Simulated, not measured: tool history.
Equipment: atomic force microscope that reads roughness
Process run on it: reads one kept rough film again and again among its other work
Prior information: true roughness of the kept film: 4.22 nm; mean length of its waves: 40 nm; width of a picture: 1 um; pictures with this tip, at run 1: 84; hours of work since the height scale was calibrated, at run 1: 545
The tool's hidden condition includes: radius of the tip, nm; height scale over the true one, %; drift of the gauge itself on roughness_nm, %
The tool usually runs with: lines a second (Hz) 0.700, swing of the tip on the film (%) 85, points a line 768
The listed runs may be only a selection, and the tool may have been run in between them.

run     day  lines a second (Hz)  swing of the tip on the film (%)  points a line  pictures with this tip  hours of work since the height scale was calibrated  roughness of the kept film (nm (root mean square))
  1   0.000                0.700                                85            768                      84                                                  545                                               3.334
  2   2.146                0.700                                85            768                     139                                                  569                                               3.133
  3   4.350                0.700                                85            768                     195                                                  593                                               3.006
  4   6.521                0.700                                85            768                     251                                                  616                                               2.855
  5   8.038                1.408                                85            768                     290                                                  633                                               2.542
     10.179  -- new tip fitted
  6  10.867                1.408                                85            768                      18                                                  664                                               3.188
  7  12.883                1.408                                85            768                      70                                                  686                                               3.030
  8  14.992                1.408                                85            768                     124                                                  709                                               2.901
  9  16.450                1.408                                85            768                     162                                                  725                                               2.823
 10  18.746                1.408                                85            768                     220                                                  750                                               2.675
 11  20.750                0.700                                85            776                     272                                                  772                                               2.797
 12  22.071                0.700                                85            776                     306                                                  786                                               2.710
     23.538  -- new tip fitted
 13  24.738                0.700                                85            776                      31                                                  815                                               3.431
 14  27.312                1.968                                64            488                      97                                                  843                                               3.252
 15  28.621                2.740                                85            768                     131                                                  857                                               2.521
 16  31.429                1.171                                58            606                     203                                                  888                                               3.104
 17  32.825                1.171                                58            606                     239                                                  903                                               3.035
 18  34.342                2.336                                85            978                     277                                                  920                                               2.303
 19  36.192                3.389                                72            978                     325                                                  940                                               2.349
     36.896  -- new tip fitted
 20  39.071                0.941                                72            978                      55                                                  971                                               3.452

Here are 5 independent what-if runs from the current tool condition. What would each one return?
  A  41.925                0.855                                73            881                     129                                                 1002                                                   ?
  B  41.925                0.537                                58            978                     129                                                 1002                                                   ?
  C  41.925                0.941                                89            731                     129                                                 1002                                                   ?
  D  41.925                2.744                                59            302                     129                                                 1002                                                   ?
  E  41.925                0.961                                88            304                     129                                                 1002                                                   ?

run  roughness of the kept film (nm (root mean square))
  A                                               3.225
  B                                               3.359
  C                                               2.975
  D                                               3.116
  E                                               2.992
With no hidden state in the tool, these same runs would have given:
run  roughness of the kept film (nm (root mean square))
  A                                               3.607
  B                                               3.756
  C                                               3.327
  D                                               3.485
  E                                               3.345
